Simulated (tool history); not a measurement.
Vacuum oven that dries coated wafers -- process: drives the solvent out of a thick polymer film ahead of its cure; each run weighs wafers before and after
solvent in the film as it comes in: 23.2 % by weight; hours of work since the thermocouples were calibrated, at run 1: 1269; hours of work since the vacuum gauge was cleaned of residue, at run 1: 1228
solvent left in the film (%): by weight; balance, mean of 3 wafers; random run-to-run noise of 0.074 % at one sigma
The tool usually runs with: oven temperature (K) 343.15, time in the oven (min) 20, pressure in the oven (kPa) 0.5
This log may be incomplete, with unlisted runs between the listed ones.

run   hour  oven temperature (K)  time in the oven (min)  pressure in the oven (kPa)  hours of work since the thermocouples were calibrated  hours of work since the vacuum gauge was cleaned of residue  solvent left in the film (%)
  1      0                343.15                      20                         0.5                                                   1269                                                         1228                           5.5
  2   29.8                343.15                      20                         0.5                                                   1283                                                         1242                          5.57
  3     74                343.15                      20                         0.5                                                   1304                                                         1263                          5.49
  4  124.6                343.15                      20                         0.5                                                   1328                                                         1287                          5.61
  5  169.5                343.15                      20                         0.5                                                   1350                                                         1308                          5.47
  6  199.6                343.15                      20                         0.5                                                   1364                                                         1322                          5.57
  7  260.3                343.15                      20                         0.5                                                   1393                                                         1351                          5.56
  8  314.1                343.15                      20                         0.5                                                   1418                                                         1377                          5.42
  9  354.4                343.15                      20                         0.5                                                   1437                                                         1396                          5.43
 10  414.6                343.15                      20                         0.5                                                   1466                                                         1424                          5.45
 11    460                343.15                      20                         0.5                                                   1487                                                         1446                          5.54
 12  504.8                336.15                      30                       0.413                                                   1508                                                         1467                          5.52
 13  543.4                351.15                      11                         0.4                                                   1527                                                         1485                          6.47

Estimate the outcome of run 14 from the log above:
 14  594.1                351.15                      11                         0.4                                                   1551                                                         1509                             ?

Run 14 measured solvent left in the film (%) 6.61.
With the hidden condition absent and the run-to-run variation left alone, this run would have shown solvent left in the film (%) 6.59.

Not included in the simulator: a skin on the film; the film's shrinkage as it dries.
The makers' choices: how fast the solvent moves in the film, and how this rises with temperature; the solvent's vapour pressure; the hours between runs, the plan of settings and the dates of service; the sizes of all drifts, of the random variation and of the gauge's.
